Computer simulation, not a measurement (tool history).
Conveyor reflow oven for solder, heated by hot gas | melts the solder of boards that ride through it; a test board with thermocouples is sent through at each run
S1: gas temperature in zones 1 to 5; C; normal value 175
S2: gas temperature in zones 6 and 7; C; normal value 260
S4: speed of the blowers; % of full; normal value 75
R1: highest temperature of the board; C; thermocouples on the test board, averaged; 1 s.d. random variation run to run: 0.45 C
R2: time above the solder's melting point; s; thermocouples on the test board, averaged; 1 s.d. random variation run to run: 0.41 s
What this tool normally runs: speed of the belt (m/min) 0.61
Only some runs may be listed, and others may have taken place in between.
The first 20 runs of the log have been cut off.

{"run": 21, "day": 9.067, "S1": 168, "S2": 270, "speed of the belt (m/min)": 0.61, "S4": 54, "R1": 254.4, "R2": 58.8}
{"run": 22, "day": 9.554, "S1": 176, "S2": 270, "speed of the belt (m/min)": 0.699, "S4": 54, "R1": 251.4, "R2": 51}
{"run": 23, "day": 10.179, "S1": 176, "S2": 270, "speed of the belt (m/min)": 0.699, "S4": 54, "R1": 251.4, "R2": 51}
{"run": 24, "day": 10.862, "S1": 176, "S2": 270, "speed of the belt (m/min)": 0.699, "S4": 54, "R1": 251.7, "R2": 51.2}
{"run": 25, "day": 11.525, "S1": 175, "S2": 260, "speed of the belt (m/min)": 0.569, "S4": 65, "R1": 250.5, "R2": 64.7}
{"run": 26, "day": 12.033, "S1": 189, "S2": 263, "speed of the belt (m/min)": 0.547, "S4": 50, "R1": 253.1, "R2": 74.9}
{"run": 27, "day": 12.433, "S1": 177, "S2": 263, "speed of the belt (m/min)": 0.567, "S4": 70, "R1": 255.1, "R2": 69.1}
{"run": 28, "day": 12.833, "S1": 184, "S2": 273, "speed of the belt (m/min)": 0.567, "S4": 70, "R1": 264.6, "R2": 77}
{"run": 29, "day": 13.279, "S1": 182, "S2": 249, "speed of the belt (m/min)": 0.645, "S4": 59, "R1": 238.3, "R2": 46.7}
{"run": 30, "day": 13.879, "S1": 182, "S2": 249, "speed of the belt (m/min)": 0.645, "S4": 59, "R1": 237, "R2": 47.9}

Below are 5 alternative next runs, each starting from the tool's condition after run 30. Predict each:
{"run": "A", "day": 14.254, "S1": 172, "S2": 249, "speed of the belt (m/min)": 0.645, "S4": 56, "R1": "?", "R2": "?"}
{"run": "B", "day": 14.254, "S1": 180, "S2": 268, "speed of the belt (m/min)": 0.645, "S4": 67, "R1": "?", "R2": "?"}
{"run": "C", "day": 14.254, "S1": 175, "S2": 260, "speed of the belt (m/min)": 0.513, "S4": 75, "R1": "?", "R2": "?"}
{"run": "D", "day": 14.254, "S1": 184, "S2": 260, "speed of the belt (m/min)": 0.61, "S4": 53, "R1": "?", "R2": "?"}
{"run": "E", "day": 14.254, "S1": 175, "S2": 270, "speed of the belt (m/min)": 0.548, "S4": 75, "R1": "?", "R2": "?"}

run=A R1=235.6 R2=40.3
run=B R1=254.3 R2=61.1
run=C R1=254.1 R2=77
run=D R1=248.5 R2=60.6
run=E R1=262.2 R2=75.1
The same runs, with their run-to-run variation unchanged, on a tool lacking any hidden condition would have given:
run=A R1=235.7 R2=40.5
run=B R1=254.5 R2=61.2
run=C R1=254.3 R2=77.1
run=D R1=248.6 R2=60.7
run=E R1=262.4 R2=75.2

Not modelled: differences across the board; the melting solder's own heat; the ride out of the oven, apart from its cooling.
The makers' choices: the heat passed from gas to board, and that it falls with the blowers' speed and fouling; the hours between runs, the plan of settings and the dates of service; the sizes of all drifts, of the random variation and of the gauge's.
